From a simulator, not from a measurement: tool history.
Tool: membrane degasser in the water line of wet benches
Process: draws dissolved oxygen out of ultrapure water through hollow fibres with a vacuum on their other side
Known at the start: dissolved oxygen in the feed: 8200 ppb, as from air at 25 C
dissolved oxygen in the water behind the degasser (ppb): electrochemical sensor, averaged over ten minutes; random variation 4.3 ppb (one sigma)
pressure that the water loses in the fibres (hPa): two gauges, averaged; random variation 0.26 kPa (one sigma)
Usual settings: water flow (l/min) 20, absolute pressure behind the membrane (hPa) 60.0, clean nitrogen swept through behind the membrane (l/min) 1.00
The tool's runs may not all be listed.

run    hour  water flow (l/min)  absolute pressure behind the membrane (hPa)  clean nitrogen swept through behind the membrane (l/min)  dissolved oxygen in the water behind the degasser (ppb)  pressure that the water loses in the fibres (hPa)
  1     0.0                  20                                         60.0                                                      1.00                                                    453.6                                              696.0
  2   193.0                  20                                         60.0                                                      1.00                                                    452.8                                              694.6
  3   360.8                  20                                         60.0                                                      1.00                                                    458.5                                              694.0
  4   594.1                  20                                         60.0                                                      1.00                                                    460.9                                              700.6
  5   718.8                  20                                         60.0                                                      1.00                                                    461.8                                              699.1
  6   885.8                  20                                         60.0                                                      1.00                                                    467.7                                              700.9
  7  1000.3                  15                                         60.0                                                      1.00                                                    312.5                                              526.7
  8  1164.7                  20                                         39.6                                                      1.00                                                    384.8                                              703.8
  9  1324.3                  28                                         39.6                                                      1.00                                                    578.1                                              988.9
 10  1535.4                  28                                         39.6                                                      2.73                                                    548.3                                              991.7
 11  1689.1                  14                                        106.5                                                      1.82                                                    331.2                                              492.5
 12  1856.8                  31                                        130.1                                                      0.75                                                   1292.1                                             1098.3
 13  2000.4                  13                                         55.5                                                      0.92                                                    264.4                                              457.6
 14  2118.2                  18                                         92.9                                                      0.92                                                    561.7                                              631.3
 15  2256.6                  18                                        107.2                                                      0.92                                                    605.7                                              638.2
 16  2375.9                  18                                         42.4                                                      0.44                                                    415.7                                              637.9
     2542.3  -- vacuum gauge calibrated
 17  2592.4                  13                                         53.5                                                      1.15                                                    233.2                                              460.7
 18  2727.3                  16                                         94.4                                                      1.00                                                    458.1                                              568.3
 19  2830.7                  16                                         94.4                                                      1.00                                                    468.7                                              571.8
 20  3000.8                  16                                         51.0                                                      0.67                                                    346.1                                              570.3

5 ways to go on from here, each from the tool as it stands after run 20. What would each give?
  A  3187.8                  30                                         60.0                                                      1.00                                                        ?                                                  ?
  B  3187.8                  21                                        100.8                                                      0.67                                                        ?                                                  ?
  C  3187.8                  21                                         54.6                                                      0.67                                                        ?                                                  ?
  D  3187.8                  20                                        108.8                                                      1.47                                                        ?                                                  ?
  E  3187.8                  20                                        136.7                                                      1.00                                                        ?                                                  ?

run  dissolved oxygen in the water behind the degasser (ppb)  pressure that the water loses in the fibres (hPa)
  A                                                    749.1                                             1069.8
  B                                                    782.0                                              751.2
  C                                                    515.8                                              749.8
  D                                                    577.0                                              717.9
  E                                                    778.1                                              713.7
Without the tool's hidden state the same runs would have given:
run  dissolved oxygen in the water behind the degasser (ppb)  pressure that the water loses in the fibres (hPa)
  A                                                    701.3                                             1037.3
  B                                                    746.7                                              728.5
  C                                                    479.4                                              727.0
  D                                                    542.0                                              696.1
  E                                                    742.9                                              692.0
